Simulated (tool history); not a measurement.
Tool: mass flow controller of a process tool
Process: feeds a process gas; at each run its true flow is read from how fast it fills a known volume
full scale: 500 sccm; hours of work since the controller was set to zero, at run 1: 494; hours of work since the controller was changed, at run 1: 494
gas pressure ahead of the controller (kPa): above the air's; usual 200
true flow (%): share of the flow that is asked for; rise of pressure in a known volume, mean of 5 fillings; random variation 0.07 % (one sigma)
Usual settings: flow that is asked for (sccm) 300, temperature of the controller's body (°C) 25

run	hour	flow that is asked for (sccm)	gas pressure ahead of the controller (kPa)	temperature of the controller's body (°C)	hours of work since the controller was set to zero	hours of work since the controller was changed	true flow (%)
1	0.0	300	200	25	494	494	99.62
2	80.1	300	200	25	520	520	99.61
3	205.2	300	200	25	560	560	99.72
4	305.7	300	200	25	592	592	99.75
5	405.3	300	200	25	624	624	99.71
6	518.3	300	200	25	660	660	99.74
7	640.0	300	200	27	698	698	99.65
8	709.9	300	200	27	721	721	99.61
9	806.5	300	142	25	752	752	99.54
10	880.8	300	142	25	775	775	99.53
11	976.2	300	200	25	806	806	99.79
12	1067.1	300	200	25	835	835	99.73
13	1194.4	300	200	25	875	875	99.77
14	1265.9	300	200	25	898	898	99.79
15	1373.0	300	200	25	932	932	99.67
16	1497.5	300	200	25	972	972	99.92
17	1624.6	300	200	24	1013	1013	100.01
18	1705.7	300	225	25	1039	1039	99.91
19	1838.9	300	225	25	1081	1081	99.91
20	1923.8	300	200	25	1108	1108	99.85
21	2016.7	300	200	25	1138	1138	99.95
22	2108.6	300	200	25	1167	1167	99.79
23	2226.2	300	200	25	1205	1205	100.10
# hour 2238.6: controller's zero set anew
24	2302.0	91	191	31	20	1229	99.83
25	2369.1	91	191	31	42	1250	99.75
26	2463.8	328	228	37	72	1280	99.67
27	2581.6	67	228	37	109	1318	100.17
# hour 2653.3: controller's zero set anew, once more
28	2686.4	67	207	37	11	1351	98.29
29	2783.0	67	207	37	41	1382	98.38
30	2850.9	300	238	25	63	1404	100.00
31	2937.6	300	238	25	91	1431	99.98
32	3067.7	148	275	40	132	1473	98.75
33	3193.5	104	277	25	172	1513	99.36
34	3271.3	327	201	24	197	1538	100.00

Run 35 comes next. What will it give?
35	3333.4	327	201	24	217	1558	?

{"run 35": {"true flow (%)": 99.99}}
Without the tool's hidden state the same run would have given true flow (%) 99.21.
